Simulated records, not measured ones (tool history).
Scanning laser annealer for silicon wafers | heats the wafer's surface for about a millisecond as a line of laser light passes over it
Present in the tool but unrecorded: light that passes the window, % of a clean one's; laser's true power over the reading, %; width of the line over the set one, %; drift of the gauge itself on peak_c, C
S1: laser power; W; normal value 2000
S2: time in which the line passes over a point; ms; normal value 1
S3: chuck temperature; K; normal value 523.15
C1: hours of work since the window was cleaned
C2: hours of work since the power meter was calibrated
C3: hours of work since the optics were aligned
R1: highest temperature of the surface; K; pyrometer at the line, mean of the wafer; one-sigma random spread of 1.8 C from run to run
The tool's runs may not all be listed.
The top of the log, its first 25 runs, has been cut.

| run | hour | S1 | S2 | S3 | C1 | C2 | C3 | R1 |
|---|---|---|---|---|---|---|---|---|
| 26 | 1594.5 | 1707 | 1.01 | 555.15 | 109 | 2071 | 694 | 1154.15 |
| 27 | 1633.3 | 1707 | 1.01 | 555.15 | 135 | 2098 | 720 | 1152.15 |
| 28 | 1703.8 | 1947 | 1 | 523.15 | 183 | 2146 | 768 | 1194.15 |
| 29 | 1766.3 | 1947 | 1 | 523.15 | 226 | 2188 | 811 | 1190.15 |
| 30 | 1849.6 | 1908 | 1 | 523.15 | 283 | 2245 | 868 | 1173.15 |
| 31 | 1906.9 | 2168 | 1 | 503.15 | 322 | 2284 | 907 | 1240.15 |
| 32 | 1950.4 | 2023 | 0.97 | 523.15 | 351 | 2314 | 936 | 1201.15 |
| 33 | 1994.6 | 2000 | 1 | 490.15 | 381 | 2344 | 966 | 1171.15 |
|  | 2057.3 | window over the wafer cleaned |
| 34 | 2081.4 | 1993 | 1 | 490.15 | 16 | 2401 | 1024 | 1176.15 |
| 35 | 2124.1 | 2189 | 0.8 | 486.15 | 45 | 2431 | 1053 | 1162.15 |
| 36 | 2179.3 | 2098 | 1.15 | 511.15 | 83 | 2468 | 1091 | 1279.15 |
| 37 | 2223.9 | 1705 | 0.76 | 486.15 | 113 | 2498 | 1121 | 1003.15 |
| 38 | 2271.6 | 2180 | 0.72 | 525.15 | 146 | 2531 | 1154 | 1164.15 |
| 39 | 2346.8 | 2180 | 0.72 | 544.15 | 197 | 2582 | 1205 | 1178.15 |

Each row is a separate what-if for the run after 39, all from the same tool condition, not one after another. Results?
| A | 2434.8 | 1862 | 1.01 | 512.15 | 257 | 2642 | 1265 | ? |
| B | 2434.8 | 1859 | 0.78 | 523.15 | 257 | 2642 | 1265 | ? |
| C | 2434.8 | 2170 | 1.1 | 544.15 | 257 | 2642 | 1265 | ? |
| D | 2434.8 | 2051 | 0.72 | 544.15 | 257 | 2642 | 1265 | ? |
| E | 2434.8 | 1938 | 0.85 | 545.15 | 257 | 2642 | 1265 | ? |

| run | R1 |
|---|---|
| A | 1145.15 |
| B | 1085.15 |
| C | 1311.15 |
| D | 1137.15 |
| E | 1156.15 |
Had the tool no hidden state, the same runs would have come out as:
| run | R1 |
|---|---|
| A | 1175.15 |
| B | 1112.15 |
| C | 1347.15 |
| D | 1166.15 |
| E | 1186.15 |

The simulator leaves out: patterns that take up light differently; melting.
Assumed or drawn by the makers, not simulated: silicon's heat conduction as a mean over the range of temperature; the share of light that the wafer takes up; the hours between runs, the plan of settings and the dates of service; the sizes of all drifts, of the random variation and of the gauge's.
